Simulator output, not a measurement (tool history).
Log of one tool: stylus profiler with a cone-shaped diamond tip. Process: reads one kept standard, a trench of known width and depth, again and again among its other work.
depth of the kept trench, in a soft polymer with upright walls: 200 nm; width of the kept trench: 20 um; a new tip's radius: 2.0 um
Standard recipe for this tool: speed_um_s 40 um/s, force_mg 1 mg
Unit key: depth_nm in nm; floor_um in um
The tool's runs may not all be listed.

run 1 day=0 | speed_um_s=40 force_mg=1 | depth_nm=201.83 floor_um=18.03
run 2 day=3.579 | speed_um_s=40 force_mg=1 | depth_nm=201.89 floor_um=18.01
run 3 day=7.204 | speed_um_s=40 force_mg=1 | depth_nm=201.81 floor_um=17.95
run 4 day=10.288 | speed_um_s=40 force_mg=1 | depth_nm=201.9 floor_um=17.89
run 5 day=13.783 | speed_um_s=15 force_mg=1 | depth_nm=201.94 floor_um=17.93
run 6 day=16.333 | speed_um_s=15 force_mg=1 | depth_nm=201.99 floor_um=17.93
run 7 day=19.167 | speed_um_s=40 force_mg=1 | depth_nm=201.97 floor_um=17.79
run 8 day=22.883 | speed_um_s=40 force_mg=1 | depth_nm=202.01 floor_um=17.81
run 9 day=25.675 | speed_um_s=128 force_mg=1 | depth_nm=202.06 floor_um=17.56
run 10 day=28.042 | speed_um_s=128 force_mg=1 | depth_nm=202.14 floor_um=17.54
run 11 day=30.079 | speed_um_s=128 force_mg=1 | depth_nm=202.05 floor_um=17.48
run 12 day=34.133 | speed_um_s=128 force_mg=1 | depth_nm=202.16 floor_um=17.42
run 13 day=37.154 | speed_um_s=128 force_mg=1 | depth_nm=202.24 floor_um=17.48
run 14 day=40.946 | speed_um_s=128 force_mg=1 | depth_nm=202.22 floor_um=17.36
run 15 day=44.108 | speed_um_s=40 force_mg=1.82 | depth_nm=203.15 floor_um=17.58
run 16 day=46.45 | speed_um_s=40 force_mg=1.82 | depth_nm=203.14 floor_um=17.57
run 17 day=48.792 | speed_um_s=40 force_mg=1.82 | depth_nm=203.11 floor_um=17.56
-- day=51.296 new tip fitted, height scale calibrated
run 18 day=51.962 | speed_um_s=40 force_mg=1.82 | depth_nm=202.71 floor_um=18.16
run 19 day=55.171 | speed_um_s=40 force_mg=1 | depth_nm=201.83 floor_um=18.12
run 20 day=58.571 | speed_um_s=40 force_mg=2.37 | depth_nm=203.25 floor_um=18.11
run 21 day=60.804 | speed_um_s=40 force_mg=2.37 | depth_nm=203.29 floor_um=18.06
run 22 day=64.558 | speed_um_s=40 force_mg=1 | depth_nm=201.92 floor_um=17.95
run 23 day=66.758 | speed_um_s=40 force_mg=1 | depth_nm=201.95 floor_um=17.99
run 24 day=69.142 | speed_um_s=40 force_mg=1 | depth_nm=201.93 floor_um=17.99
run 25 day=71.854 | speed_um_s=127 force_mg=1.02 | depth_nm=202.03 floor_um=17.68
run 26 day=74.754 | speed_um_s=127 force_mg=1.02 | depth_nm=202.06 floor_um=17.66
run 27 day=77.292 | speed_um_s=11 force_mg=0.81 | depth_nm=201.78 floor_um=17.95
run 28 day=79.588 | speed_um_s=71 force_mg=1 | depth_nm=202 floor_um=17.77
run 29 day=81.471 | speed_um_s=12 force_mg=0.68 | depth_nm=201.65 floor_um=17.92
run 30 day=85.488 | speed_um_s=11 force_mg=0.82 | depth_nm=201.82 floor_um=17.86
run 31 day=89.462 | speed_um_s=11 force_mg=0.82 | depth_nm=201.89 floor_um=17.84
run 32 day=91.167 | speed_um_s=11 force_mg=0.82 | depth_nm=201.95 floor_um=17.78
run 33 day=93.175 | speed_um_s=12 force_mg=0.83 | depth_nm=201.96 floor_um=17.79
run 34 day=96.4 | speed_um_s=12 force_mg=0.83 | depth_nm=201.99 floor_um=17.74
run 35 day=100.479 | speed_um_s=96 force_mg=0.52 | depth_nm=201.58 floor_um=17.43
run 36 day=102.958 | speed_um_s=17 force_mg=2.13 | depth_nm=203.48 floor_um=17.69
run 37 day=104.617 | speed_um_s=40 force_mg=1.08 | depth_nm=202.32 floor_um=17.59
run 38 day=107.696 | speed_um_s=116 force_mg=0.96 | depth_nm=202.27 floor_um=17.35
run 39 day=110.817 | speed_um_s=116 force_mg=0.96 | depth_nm=202.26 floor_um=17.33
-- day=112.979 new tip fitted, height scale calibrated
run 40 day=113.542 | speed_um_s=12 force_mg=0.43 | depth_nm=201.04 floor_um=18.24
run 41 day=116.458 | speed_um_s=17 force_mg=0.52 | depth_nm=201.15 floor_um=18.14
run 42 day=118.8 | speed_um_s=17 force_mg=0.52 | depth_nm=201.17 floor_um=18.12
run 43 day=122.862 | speed_um_s=17 force_mg=0.52 | depth_nm=201.16 floor_um=18.09
run 44 day=124.888 | speed_um_s=17 force_mg=0.52 | depth_nm=201.25 floor_um=18.09
run 45 day=128.042 | speed_um_s=90 force_mg=2.73 | depth_nm=203.64 floor_um=17.98
run 46 day=131.588 | speed_um_s=90 force_mg=2.73 | depth_nm=203.65 floor_um=17.89
run 47 day=134.492 | speed_um_s=90 force_mg=2.73 | depth_nm=203.73 floor_um=17.84

Predict each of these 3 candidate next runs independently; none follows another, all start after run 47:
run A day=137.4 | speed_um_s=21 force_mg=0.6 | depth_nm=? floor_um=?
run B day=137.4 | speed_um_s=11 force_mg=0.34 | depth_nm=? floor_um=?
run C day=137.4 | speed_um_s=54 force_mg=1 | depth_nm=? floor_um=?

run=A depth_nm=201.46 floor_um=17.95
run=B depth_nm=201.12 floor_um=17.9
run=C depth_nm=201.98 floor_um=17.85
Without the tool's hidden state the same runs would have given:
run=A depth_nm=201.25 floor_um=18.22
run=B depth_nm=200.92 floor_um=18.17
run=C depth_nm=201.78 floor_um=18.12
